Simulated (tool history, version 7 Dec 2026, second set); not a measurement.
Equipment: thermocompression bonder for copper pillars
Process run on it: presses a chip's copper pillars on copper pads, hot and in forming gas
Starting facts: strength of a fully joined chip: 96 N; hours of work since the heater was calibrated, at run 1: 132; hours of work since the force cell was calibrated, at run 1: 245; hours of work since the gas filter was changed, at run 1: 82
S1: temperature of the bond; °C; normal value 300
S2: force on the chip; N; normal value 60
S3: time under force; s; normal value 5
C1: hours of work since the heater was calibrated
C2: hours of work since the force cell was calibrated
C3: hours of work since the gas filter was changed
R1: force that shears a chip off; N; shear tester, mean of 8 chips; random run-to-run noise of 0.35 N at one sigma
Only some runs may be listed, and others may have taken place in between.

run	day	S1	S2	S3	C1	C2	C3	R1
1	0.000	300	60	5	132	245	82	61.3
2	0.617	300	60	5	139	252	89	60.6
3	1.446	300	60	5	148	261	98	60.8
4	2.000	300	60	9	154	267	104	70.7
5	2.492	300	58	9	159	272	109	69.6
6	3.158	300	58	9	166	279	116	69.7
7	3.717	323	58	10	172	285	122	84.2
8	4.567	316	65	14	182	295	132	87.1
9	5.458	316	65	14	191	304	141	87.8
# day 5.621: forming gas filter changed
10	6.217	279	56	10	199	312	7	55.9

Predict each of these 4 candidate next runs independently; none follows another, all start after run 10:
A	6.917	321	38	13	207	320	14	?
B	6.917	287	57	3	207	320	14	?
C	6.917	321	50	4	207	320	14	?
D	6.917	279	56	7	207	320	14	?

run	R1
A	72.0
B	41.5
C	63.6
D	49.0
Take away the tool's hidden state, keep each run's random variation, and the runs would have read:
run	R1
A	72.0
B	41.5
C	63.6
D	49.0
